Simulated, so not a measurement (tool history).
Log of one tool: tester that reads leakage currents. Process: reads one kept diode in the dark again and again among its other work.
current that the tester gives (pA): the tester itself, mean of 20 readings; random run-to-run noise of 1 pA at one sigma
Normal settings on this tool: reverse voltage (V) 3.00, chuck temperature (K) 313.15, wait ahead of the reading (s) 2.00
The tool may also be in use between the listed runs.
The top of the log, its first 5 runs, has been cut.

run    hour  reverse voltage (V)  chuck temperature (K)  wait ahead of the reading (s)  hours of work since the probe card was cleaned  hours of work since the tester was calibrated  hours of work since the chuck was calibrated  current that the tester gives (pA)
  6   501.6                 3.00                 330.15                           2.00                                             545                                           4632                                           994                             1254.56
  7   592.3                 3.00                 330.15                           2.00                                             612                                           4700                                          1062                             1239.65
  8   730.2                 3.00                 330.15                           2.00                                             715                                           4803                                          1165                             1240.02
      807.1  -- tester calibrated
  9   844.3                 3.00                 330.15                           2.00                                             799                                             28                                          1249                             1241.73
 10   983.8                 3.00                 319.15                           2.00                                             904                                            132                                          1353                              549.31
 11  1105.9                 3.00                 319.15                           2.00                                             995                                            223                                          1445                              549.60
 12  1234.0                 3.00                 319.15                           2.00                                            1091                                            319                                          1541                              549.96
     1286.4  -- chuck's temperature calibrated
 13  1348.0                 3.00                 319.15                           2.00                                            1174                                            403                                            46                              548.20
 14  1433.9                 3.00                 319.15                           2.00                                            1239                                            467                                           110                              552.06
 15  1553.1                 3.00                 319.15                           1.92                                            1328                                            556                                           199                              551.97
 16  1646.0                 3.00                 299.15                           2.00                                            1397                                            626                                           269                              106.46
     1682.0  -- probe card cleaned and baked
 17  1769.8                14.96                 313.15                           2.00                                              66                                            716                                           359                              888.44
 18  1921.6                14.96                 313.15                           2.00                                             179                                            830                                           473                              887.59
 19  2045.6                 3.00                 313.15                           1.16                                             272                                            922                                           565                              345.25
 20  2175.9                 3.00                 306.15                           1.16                                             369                                           1020                                           663                              194.64
 21  2297.5                 3.00                 306.15                           1.16                                             460                                           1111                                           754                              193.83
 22  2439.1                 3.00                 306.15                           1.16                                             566                                           1216                                           860                              193.28
 23  2510.2                 1.88                 305.15                           0.41                                             619                                           1270                                           913                              135.64
 24  2647.7                 2.83                 310.15                           0.93                                             722                                           1372                                          1016                              260.58

Run 25 is up next; what results do you expect?
 25  2802.2                 2.83                 310.15                           0.93                                             838                                           1488                                          1131                                   ?

current that the tester gives (pA): 259.58
On a tool with no hidden condition, and with the same random variation, this run would have come out at current that the tester gives (pA) 259.74.
